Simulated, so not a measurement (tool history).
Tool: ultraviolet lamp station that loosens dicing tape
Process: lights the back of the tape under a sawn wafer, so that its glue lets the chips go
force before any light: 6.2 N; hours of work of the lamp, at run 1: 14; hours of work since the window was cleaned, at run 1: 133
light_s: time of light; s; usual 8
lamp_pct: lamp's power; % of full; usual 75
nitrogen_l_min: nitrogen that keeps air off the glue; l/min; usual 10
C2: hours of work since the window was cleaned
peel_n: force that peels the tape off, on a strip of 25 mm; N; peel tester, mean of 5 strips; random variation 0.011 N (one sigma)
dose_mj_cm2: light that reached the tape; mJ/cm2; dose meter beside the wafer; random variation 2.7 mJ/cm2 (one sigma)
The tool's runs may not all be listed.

Run 1, hour 0: usual settings; hours of work of the lamp 14; C2 133. Result: peel_n 0.557 N, dose_mj_cm2 335 mJ/cm2.
Run 2, hour 11.6: usual settings; hours of work of the lamp 19; C2 138. Result: peel_n 0.599 N, dose_mj_cm2 329 mJ/cm2.
Run 3, hour 19.4: usual settings; hours of work of the lamp 23; C2 142. Result: peel_n 0.574 N, dose_mj_cm2 329 mJ/cm2.
Run 4, hour 27.6: usual settings; hours of work of the lamp 27; C2 146. Result: peel_n 0.595 N, dose_mj_cm2 332 mJ/cm2.
Run 5, hour 40.6: usual settings; hours of work of the lamp 33; C2 152. Result: peel_n 0.586 N, dose_mj_cm2 332 mJ/cm2.
Run 6, hour 53: usual settings; hours of work of the lamp 38; C2 157. Result: peel_n 0.588 N, dose_mj_cm2 329 mJ/cm2.
Run 7, hour 63.1: usual settings but nitrogen_l_min 19 l/min; hours of work of the lamp 43; C2 162. Result: peel_n 0.42 N, dose_mj_cm2 328 mJ/cm2.
Run 8, hour 70.6: usual settings but nitrogen_l_min 19 l/min; hours of work of the lamp 46; C2 165. Result: peel_n 0.432 N, dose_mj_cm2 320 mJ/cm2.
Run 9, hour 84.3: usual settings but nitrogen_l_min 19 l/min; hours of work of the lamp 53; C2 172. Result: peel_n 0.421 N, dose_mj_cm2 322 mJ/cm2.
Run 10, hour 96.1: usual settings but nitrogen_l_min 19 l/min; hours of work of the lamp 58; C2 177. Result: peel_n 0.414 N, dose_mj_cm2 320 mJ/cm2.
At hour 97.4: window cleaned of glue's vapour.
Run 11, hour 109.3: usual settings but nitrogen_l_min 19 l/min; hours of work of the lamp 64; C2 5. Result: peel_n 0.452 N, dose_mj_cm2 317 mJ/cm2.
Run 12, hour 116.1: usual settings but nitrogen_l_min 19 l/min; hours of work of the lamp 67; C2 9. Result: peel_n 0.456 N, dose_mj_cm2 311 mJ/cm2.
Run 13, hour 128.6: usual settings but nitrogen_l_min 19 l/min; hours of work of the lamp 73; C2 14. Result: peel_n 0.451 N, dose_mj_cm2 305 mJ/cm2.
Run 14, hour 136.8: usual settings but nitrogen_l_min 19 l/min; hours of work of the lamp 77; C2 18. Result: peel_n 0.432 N, dose_mj_cm2 310 mJ/cm2.
Run 15, hour 147.6: usual settings but lamp_pct 84 % of full, nitrogen_l_min 4 l/min; hours of work of the lamp 81; C2 23. Result: peel_n 0.975 N, dose_mj_cm2 346 mJ/cm2.
Run 16, hour 154.3: usual settings but light_s 6 s, lamp_pct 67 % of full, nitrogen_l_min 4 l/min; hours of work of the lamp 85; C2 26. Result: peel_n 1.992 N, dose_mj_cm2 204 mJ/cm2.
Run 17, hour 162.2: usual settings but light_s 4 s, lamp_pct 85 % of full, nitrogen_l_min 4 l/min; hours of work of the lamp 88; C2 30. Result: peel_n 2.356 N, dose_mj_cm2 177 mJ/cm2.

Run 18 comes next. What will it give?
Run 18, hour 176.8: usual settings but lamp_pct 70 % of full, nitrogen_l_min 6 l/min; hours of work of the lamp 95; C2 36. Result: peel_n ?, dose_mj_cm2 ?.

{"run 18": {"peel_n": 1.044, "dose_mj_cm2": 281}}
Without the tool's hidden state the same run would have given peel_n 0.773 N, dose_mj_cm2 339 mJ/cm2.
